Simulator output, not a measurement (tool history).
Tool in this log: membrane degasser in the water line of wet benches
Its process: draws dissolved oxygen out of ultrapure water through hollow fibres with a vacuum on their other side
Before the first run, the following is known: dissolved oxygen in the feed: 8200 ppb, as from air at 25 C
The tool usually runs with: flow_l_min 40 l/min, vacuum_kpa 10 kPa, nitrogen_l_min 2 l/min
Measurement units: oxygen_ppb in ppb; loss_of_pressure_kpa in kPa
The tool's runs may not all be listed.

run,hour,flow_l_min,vacuum_kpa,nitrogen_l_min,oxygen_ppb,loss_of_pressure_kpa
1,0,40,10,2,452.8,58.18
2,103.6,40,10,2,457.3,58.35
3,206.1,40,10,2,458.7,58.49
4,276.1,40,10,2,452.8,58.62
5,375.1,40,10,2,460.6,58.33
6,450.8,40,10,2,460,58.43
7,571.5,40,10,2,449.4,58.78
8,672,40,10,2,458.8,58.66
9,781.5,40,10,2,462.7,58.75
10,896.7,40,10,2,459,58.68
11,949.6,40,10,2,462,58.6
12,1060.4,40,10,2,459.6,58.83
13,1159.4,40,10,2,462.5,58.5
14,1223.4,40,10,2.55,404.6,58.79
15,1305.1,40,10,2.55,399.6,58.85
16,1384.1,40,10,2.55,395.3,58.88
17,1451,36,13.7,2.55,472,52.87
# hour 1505.2: vacuum gauge calibrated
18,1546.1,36,13.7,2.41,489.9,52.93
19,1625.5,36,13.7,2.41,484,53.1
20,1721.4,45,8.1,4.18,297,66.1
21,1814.8,56,8.1,4.18,380.8,82.88
22,1940.7,56,8.1,4.18,377.6,82.34
23,2064.1,35,13.3,4.18,326.4,51.53
24,2148.4,35,13.3,4.18,336.7,51.46
25,2245.4,47,22.3,2.76,848.9,68.85
26,2359.1,40,6.5,2,296.9,58.77

Each row is a separate what-if for the run after 26, all from the same tool condition, not one after another. Results?
A,2440,32,12.1,1.15,?,?
B,2440,40,10.4,2,?,?
C,2440,40,6.5,0.86,?,?
D,2440,40,10,1.51,?,?

run,oxygen_ppb,loss_of_pressure_kpa
A,616.6,47.17
B,461.5,58.89
C,440.5,59.11
D,526.6,58.93
The same runs, with their run-to-run variation unchanged, on a tool lacking any hidden condition would have given:
run,oxygen_ppb,loss_of_pressure_kpa
A,601.2,46.13
B,444.7,57.6
C,423.5,57.82
D,509.6,57.63
